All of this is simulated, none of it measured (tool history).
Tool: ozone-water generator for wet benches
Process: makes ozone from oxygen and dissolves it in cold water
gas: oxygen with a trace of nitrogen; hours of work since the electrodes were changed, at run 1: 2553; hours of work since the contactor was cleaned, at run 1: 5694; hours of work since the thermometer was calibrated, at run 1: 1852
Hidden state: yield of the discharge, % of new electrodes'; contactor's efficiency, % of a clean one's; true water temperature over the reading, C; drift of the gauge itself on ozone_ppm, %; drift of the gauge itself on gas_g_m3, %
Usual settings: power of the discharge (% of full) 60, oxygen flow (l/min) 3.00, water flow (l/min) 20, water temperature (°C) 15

| run | hour | power of the discharge (% of full) | oxygen flow (l/min) | water flow (l/min) | water temperature (°C) | hours of work since the electrodes were changed | hours of work since the contactor was cleaned | hours of work since the thermometer was calibrated | dissolved ozone (ppm) | ozone in the gas ahead of the water (g/m3) |
|---|---|---|---|---|---|---|---|---|---|---|
| 1 | 0.0 | 60 | 3.00 | 20 | 15 | 2553 | 5694 | 1852 | 16.4 | 200.2 |
| 2 | 157.7 | 60 | 3.00 | 20 | 15 | 2676 | 5817 | 1975 | 16.2 | 200.2 |
| 3 | 257.3 | 60 | 3.00 | 20 | 15 | 2754 | 5895 | 2053 | 16.2 | 201.5 |
| 4 | 434.9 | 60 | 3.00 | 20 | 15 | 2892 | 6033 | 2191 | 16.2 | 200.9 |
| 5 | 544.2 | 60 | 3.00 | 20 | 15 | 2978 | 6118 | 2277 | 16.0 | 199.5 |
| 6 | 769.0 | 42 | 3.00 | 20 | 15 | 3153 | 6294 | 2452 | 12.0 | 151.9 |
| 7 | 893.9 | 42 | 3.00 | 20 | 15 | 3250 | 6391 | 2550 | 12.1 | 151.6 |
| 8 | 1062.1 | 42 | 3.00 | 20 | 15 | 3382 | 6523 | 2681 | 11.9 | 152.2 |
| 9 | 1221.4 | 42 | 3.00 | 24 | 15 | 3506 | 6647 | 2805 | 10.1 | 151.9 |
| 10 | 1376.5 | 42 | 3.00 | 24 | 15 | 3627 | 6768 | 2926 | 10.2 | 150.3 |
| 11 | 1525.8 | 60 | 3.00 | 20 | 15 | 3744 | 6884 | 3043 | 15.4 | 195.0 |
| 12 | 1633.4 | 60 | 3.01 | 20 | 15 | 3828 | 6968 | 3127 | 15.3 | 194.5 |
| 13 | 1866.1 | 60 | 3.01 | 20 | 15 | 4009 | 7150 | 3308 | 15.4 | 194.6 |
| 14 | 2088.6 | 60 | 3.01 | 20 | 15 | 4183 | 7324 | 3482 | 15.2 | 192.8 |
|  | 2181.7 | contactor cleaned |
| 15 | 2264.3 | 60 | 3.01 | 20 | 15 | 4317 | 64 | 3616 | 16.1 | 192.7 |
|  | 2339.7 | water thermometer calibrated |
| 16 | 2393.5 | 60 | 3.01 | 20 | 15 | 4417 | 165 | 42 | 16.5 | 191.2 |
| 17 | 2505.5 | 60 | 3.01 | 20 | 15 | 4505 | 252 | 129 | 16.3 | 189.6 |
| 18 | 2636.8 | 60 | 3.00 | 20 | 10 | 4607 | 355 | 232 | 17.3 | 191.6 |
| 19 | 2835.8 | 60 | 3.00 | 17 | 10 | 4762 | 510 | 387 | 19.5 | 189.6 |
| 20 | 2976.5 | 82 | 3.00 | 17 | 11 | 4872 | 620 | 497 | 23.8 | 232.6 |
| 21 | 3110.2 | 42 | 3.00 | 20 | 21 | 4976 | 724 | 601 | 11.7 | 145.7 |
| 22 | 3304.8 | 45 | 2.65 | 14 | 8 | 5128 | 876 | 753 | 17.7 | 159.3 |
| 23 | 3516.6 | 46 | 3.00 | 13 | 21 | 5294 | 1041 | 918 | 16.9 | 155.3 |
| 24 | 3619.3 | 46 | 3.00 | 13 | 21 | 5374 | 1121 | 999 | 16.9 | 154.6 |
| 25 | 3846.2 | 69 | 4.13 | 15 | 9 | 5551 | 1299 | 1176 | 25.5 | 184.6 |
| 26 | 4061.3 | 69 | 4.13 | 15 | 9 | 5719 | 1466 | 1343 | 25.4 | 183.6 |
| 27 | 4286.8 | 60 | 3.00 | 19 | 11 | 5895 | 1642 | 1519 | 16.7 | 182.6 |
| 28 | 4479.3 | 60 | 3.00 | 19 | 11 | 6045 | 1793 | 1670 | 16.6 | 182.0 |
| 29 | 4664.5 | 71 | 5.39 | 24 | 15 | 6189 | 1937 | 1814 | 18.0 | 166.4 |
| 30 | 4789.6 | 76 | 1.99 | 24 | 15 | 6287 | 2035 | 1912 | 12.7 | 243.2 |
| 31 | 4996.8 | 76 | 1.99 | 24 | 15 | 6449 | 2196 | 2073 | 12.7 | 242.7 |
| 32 | 5116.5 | 76 | 1.99 | 24 | 15 | 6542 | 2290 | 2167 | 12.4 | 239.8 |
| 33 | 5281.7 | 60 | 1.80 | 20 | 7 | 6671 | 2419 | 2296 | 12.8 | 214.3 |
| 34 | 5509.2 | 97 | 5.19 | 24 | 7 | 6848 | 2596 | 2473 | 23.3 | 206.0 |

Some steps in dissolved ozone (ppm) between neighbouring runs. How much of each would the tool show without its hidden state too (settings, what came in, random variation), and how much is left for the hidden state, with any gauge scatter that isn't in both results?
Run 20 -> 21: power of the discharge (% of full) 82 -> 42, water flow (l/min) 17 -> 20, water temperature (°C) 11 -> 21. dissolved ozone (ppm) -12.1: hidden state +3.7, all else -15.8.
Run 24 -> 25: power of the discharge (% of full) 46 -> 69, oxygen flow (l/min) 3.00 -> 4.13, water flow (l/min) 13 -> 15, water temperature (°C) 21 -> 9. dissolved ozone (ppm) +8.6: hidden state -3.3, all else +11.9.
Run 26 -> 27: power of the discharge (% of full) 69 -> 60, oxygen flow (l/min) 4.13 -> 3.00, water flow (l/min) 15 -> 19, water temperature (°C) 9 -> 11. dissolved ozone (ppm) -8.7: hidden state +2.4, all else -11.1.
Run 33 -> 34: power of the discharge (% of full) 60 -> 97, oxygen flow (l/min) 1.80 -> 5.19, water flow (l/min) 20 -> 24. dissolved ozone (ppm) +10.5: hidden state -5.7, all else +16.2.

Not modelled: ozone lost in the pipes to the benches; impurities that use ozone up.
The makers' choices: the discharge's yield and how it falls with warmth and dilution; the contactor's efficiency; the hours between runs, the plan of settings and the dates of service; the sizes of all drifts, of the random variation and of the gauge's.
